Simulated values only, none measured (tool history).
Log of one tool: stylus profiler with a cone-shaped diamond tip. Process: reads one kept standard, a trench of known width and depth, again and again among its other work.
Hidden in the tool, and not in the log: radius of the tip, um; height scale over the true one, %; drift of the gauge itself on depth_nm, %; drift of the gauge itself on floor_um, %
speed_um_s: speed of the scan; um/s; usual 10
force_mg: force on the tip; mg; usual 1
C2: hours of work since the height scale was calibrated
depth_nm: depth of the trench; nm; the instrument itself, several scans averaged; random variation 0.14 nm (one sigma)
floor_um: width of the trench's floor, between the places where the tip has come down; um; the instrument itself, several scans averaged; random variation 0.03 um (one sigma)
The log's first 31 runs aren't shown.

Run 32, hour 1382.6: usual settings but speed_um_s 3 um/s, force_mg 1.04 mg; scans with this tip 20250; C2 78. Result: depth_nm 504.07 nm, floor_um 16.16 um.
Run 33, hour 1438.7: usual settings but speed_um_s 3 um/s, force_mg 1.04 mg; scans with this tip 20562; C2 101. Result: depth_nm 504.13 nm, floor_um 16.18 um.
Run 34, hour 1490.3: usual settings but speed_um_s 32 um/s, force_mg 2.61 mg; scans with this tip 20849; C2 122. Result: depth_nm 507.7 nm, floor_um 16.01 um.
Run 35, hour 1525.4: usual settings but speed_um_s 26 um/s, force_mg 1.67 mg; scans with this tip 21044; C2 136. Result: depth_nm 505.51 nm, floor_um 15.97 um.
Run 36, hour 1586.8: usual settings but speed_um_s 26 um/s, force_mg 1.67 mg; scans with this tip 21386; C2 161. Result: depth_nm 505.7 nm, floor_um 15.92 um.
Run 37, hour 1621.5: usual settings but speed_um_s 3 um/s, force_mg 1.72 mg; scans with this tip 21578; C2 176. Result: depth_nm 505.65 nm, floor_um 16.1 um.
Run 38, hour 1665.5: usual settings but speed_um_s 35 um/s, force_mg 1.16 mg; scans with this tip 21823; C2 194. Result: depth_nm 503.98 nm, floor_um 15.83 um.
Run 39, hour 1713.5: usual settings but speed_um_s 35 um/s, force_mg 1.16 mg; scans with this tip 22090; C2 213. Result: depth_nm 504.42 nm, floor_um 15.82 um.
Run 40, hour 1777.2: usual settings but speed_um_s 2 um/s, force_mg 2.06 mg; scans with this tip 22444; C2 239. Result: depth_nm 506.34 nm, floor_um 16.12 um.
Run 41, hour 1838.8: usual settings but speed_um_s 2 um/s, force_mg 2.06 mg; scans with this tip 22786; C2 264. Result: depth_nm 505.96 nm, floor_um 16.06 um.
Run 42, hour 1890.7: usual settings but speed_um_s 7 um/s, force_mg 0.46 mg; scans with this tip 23075; C2 285. Result: depth_nm 502.08 nm, floor_um 15.97 um.
Run 43, hour 1930.7: usual settings but speed_um_s 9 um/s, force_mg 0.34 mg; scans with this tip 23297; C2 302. Result: depth_nm 501.79 nm, floor_um 15.93 um.
Run 44, hour 1989.4: usual settings but speed_um_s 38 um/s, force_mg 1.24 mg; scans with this tip 23623; C2 326. Result: depth_nm 504.39 nm, floor_um 15.71 um.
Run 45, hour 2028: usual settings but speed_um_s 38 um/s, force_mg 1.24 mg; scans with this tip 23838; C2 341. Result: depth_nm 504.21 nm, floor_um 15.72 um.
Run 46, hour 2082.3: usual settings but speed_um_s 3 um/s, force_mg 2.48 mg; scans with this tip 24140; C2 364. Result: depth_nm 507.15 nm, floor_um 15.99 um.

4 ways to go on from here, each from the tool as it stands after run 46. What would each give?
Run A, hour 2123.2: usual settings but speed_um_s 3 um/s, force_mg 1.79 mg; scans with this tip 24367; C2 380. Result: depth_nm ?, floor_um ?.
Run B, hour 2123.2: usual settings but speed_um_s 3 um/s, force_mg 0.37 mg; scans with this tip 24367; C2 380. Result: depth_nm ?, floor_um ?.
Run C, hour 2123.2: usual settings but speed_um_s 33 um/s, force_mg 0.63 mg; scans with this tip 24367; C2 380. Result: depth_nm ?, floor_um ?.
Run D, hour 2123.2: usual settings but speed_um_s 3 um/s, force_mg 0.53 mg; scans with this tip 24367; C2 380. Result: depth_nm ?, floor_um ?.

run  depth_nm  floor_um
  A    505.72     15.97
  B     501.5     15.88
  C    502.36     15.57
  D    502.24     15.95
Without the tool's hidden state the same runs would have given:
run  depth_nm  floor_um
  A    506.42     17.33
  B     502.2     17.25
  C    503.05     16.93
  D    502.93     17.31
